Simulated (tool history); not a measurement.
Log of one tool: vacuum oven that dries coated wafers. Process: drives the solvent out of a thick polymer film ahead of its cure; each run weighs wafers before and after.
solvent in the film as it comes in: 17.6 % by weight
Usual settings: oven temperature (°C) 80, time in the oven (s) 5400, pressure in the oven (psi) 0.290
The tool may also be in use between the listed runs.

{"run": 1, "day": 0.0, "oven temperature (°C)": 80, "time in the oven (s)": 5400, "pressure in the oven (psi)": 0.29, "solvent left in the film (%)": 1.56}
{"run": 2, "day": 4.35, "oven temperature (°C)": 80, "time in the oven (s)": 5400, "pressure in the oven (psi)": 0.29, "solvent left in the film (%)": 1.44}
{"run": 3, "day": 9.217, "oven temperature (°C)": 80, "time in the oven (s)": 5400, "pressure in the oven (psi)": 0.331, "solvent left in the film (%)": 1.52}
{"run": 4, "day": 12.208, "oven temperature (°C)": 80, "time in the oven (s)": 5400, "pressure in the oven (psi)": 0.331, "solvent left in the film (%)": 1.53}
{"run": 5, "day": 15.079, "oven temperature (°C)": 80, "time in the oven (s)": 5400, "pressure in the oven (psi)": 0.29, "solvent left in the film (%)": 1.42}
{"run": 6, "day": 19.346, "oven temperature (°C)": 80, "time in the oven (s)": 5400, "pressure in the oven (psi)": 0.29, "solvent left in the film (%)": 1.42}
{"run": 7, "day": 23.662, "oven temperature (°C)": 80, "time in the oven (s)": 5400, "pressure in the oven (psi)": 0.29, "solvent left in the film (%)": 1.39}
{"run": 8, "day": 26.217, "oven temperature (°C)": 80, "time in the oven (s)": 5400, "pressure in the oven (psi)": 0.29, "solvent left in the film (%)": 1.4}
{"run": 9, "day": 30.379, "oven temperature (°C)": 93, "time in the oven (s)": 5400, "pressure in the oven (psi)": 0.483, "solvent left in the film (%)": 0.66}
{"day": 32.042, "done": "oven's thermocouples calibrated"}
{"run": 10, "day": 33.104, "oven temperature (°C)": 91, "time in the oven (s)": 5640, "pressure in the oven (psi)": 0.29, "solvent left in the film (%)": 0.45}
{"run": 11, "day": 35.262, "oven temperature (°C)": 80, "time in the oven (s)": 8880, "pressure in the oven (psi)": 0.29, "solvent left in the film (%)": 0.9}
{"run": 12, "day": 39.629, "oven temperature (°C)": 79, "time in the oven (s)": 6660, "pressure in the oven (psi)": 0.29, "solvent left in the film (%)": 1.47}
{"run": 13, "day": 44.5, "oven temperature (°C)": 80, "time in the oven (s)": 8580, "pressure in the oven (psi)": 0.615, "solvent left in the film (%)": 1.64}

The next listed run, before its measurement:
{"run": 14, "day": 47.0, "oven temperature (°C)": 80, "time in the oven (s)": 4320, "pressure in the oven (psi)": 0.615, "solvent left in the film (%)": "?"}

Run 14 gave solvent left in the film (%) 3.05.
Without the tool's hidden state the same run would have given solvent left in the film (%) 3.13.
